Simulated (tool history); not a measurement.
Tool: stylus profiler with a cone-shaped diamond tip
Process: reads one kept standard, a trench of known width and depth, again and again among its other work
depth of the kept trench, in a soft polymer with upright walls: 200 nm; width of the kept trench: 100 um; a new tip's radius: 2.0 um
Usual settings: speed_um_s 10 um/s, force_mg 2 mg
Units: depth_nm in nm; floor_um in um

| run | hour | speed_um_s | force_mg | depth_nm | floor_um |
|---|---|---|---|---|---|
| 1 | 0 | 10 | 2 | 201.9 | 98.18 |
| 2 | 92.5 | 10 | 2 | 201.86 | 98.22 |
| 3 | 184.3 | 10 | 2.83 | 202.52 | 98.23 |
| 4 | 267.5 | 10 | 2.83 | 202.43 | 98.25 |
| 5 | 334.6 | 10 | 2.83 | 202.45 | 98.16 |
| 6 | 402.8 | 38 | 2 | 201.85 | 98.11 |
| 7 | 469.7 | 10 | 2 | 201.94 | 98.2 |
| 8 | 529.9 | 10 | 2 | 201.93 | 98.22 |
| 9 | 591.7 | 10 | 2 | 201.93 | 98.25 |
| 10 | 674.2 | 10 | 2 | 201.87 | 98.18 |
| 11 | 739.8 | 16 | 2 | 201.89 | 98.14 |
| 12 | 788.2 | 16 | 2 | 201.87 | 98.14 |
| 13 | 867.4 | 16 | 2 | 201.89 | 98.22 |
| 14 | 944 | 10 | 2 | 201.87 | 98.17 |
| 15 | 991.3 | 10 | 2 | 201.8 | 98.17 |
| 16 | 1039.3 | 10 | 5.29 | 203.56 | 98.2 |
| 17 | 1083.2 | 4 | 2 | 201.96 | 98.2 |
| 18 | 1129.2 | 4 | 2 | 201.8 | 98.23 |
| 19 | 1199.9 | 4 | 2 | 201.89 | 98.2 |
| 20 | 1256.6 | 4 | 2 | 201.86 | 98.25 |
| 21 | 1331.7 | 10 | 1.58 | 201.62 | 98.16 |
| 22 | 1413.5 | 10 | 1.58 | 201.59 | 98.23 |
| 23 | 1469.9 | 10 | 2.69 | 202.32 | 98.2 |
| 24 | 1539.9 | 10 | 2.69 | 202.35 | 98.21 |
| 25 | 1620.8 | 10 | 2.69 | 202.35 | 98.21 |
| 26 | 1704.2 | 4 | 2 | 201.9 | 98.23 |
| 27 | 1764.8 | 2 | 0.85 | 201.02 | 98.23 |
| 28 | 1806.7 | 2 | 3.1 | 202.46 | 98.26 |
| 29 | 1886.9 | 2 | 1.17 | 201.29 | 98.22 |
| 30 | 1934 | 2 | 1.17 | 201.36 | 98.26 |
| 31 | 1983.5 | 7 | 2 | 201.92 | 98.18 |
| 32 | 2030.1 | 6 | 2.73 | 202.4 | 98.19 |
| 33 | 2070.3 | 10 | 0.82 | 201.04 | 98.14 |
|  | 2094 | height scale calibrated on a step standard |
| 34 | 2125.5 | 10 | 0.82 | 201 | 98.21 |
| 35 | 2179.4 | 10 | 0.82 | 201.04 | 98.17 |
| 36 | 2271.3 | 6 | 1.55 | 201.54 | 98.18 |
| 37 | 2357.6 | 23 | 3.03 | 202.48 | 98.14 |
| 38 | 2396 | 11 | 1.82 | 201.77 | 98.18 |
| 39 | 2449.9 | 16 | 1.06 | 201.2 | 98.14 |
| 40 | 2489.6 | 10 | 2.08 | 202.04 | 98.2 |
| 41 | 2575.5 | 10 | 2.08 | 202.03 | 98.15 |
| 42 | 2632.3 | 8 | 0.73 | 200.95 | 98.19 |
| 43 | 2680.8 | 8 | 0.73 | 201 | 98.19 |
| 44 | 2724.5 | 3 | 0.99 | 201.15 | 98.12 |
| 45 | 2764.5 | 3 | 0.99 | 201.21 | 98.21 |
| 46 | 2844.5 | 18 | 1.47 | 201.53 | 98.1 |

Forecast each of these 3 alternatives for the next run:
| A | 2930.4 | 8 | 2.28 | ? | ? |
| B | 2930.4 | 27 | 2 | ? | ? |
| C | 2930.4 | 18 | 0.78 | ? | ? |

| run | depth_nm | floor_um |
|---|---|---|
| A | 202.15 | 98.16 |
| B | 201.83 | 98.09 |
| C | 200.96 | 98.14 |
Without the tool's hidden state the same runs would have given:
| run | depth_nm | floor_um |
|---|---|---|
| A | 202.14 | 98.18 |
| B | 201.83 | 98.11 |
| C | 200.96 | 98.16 |
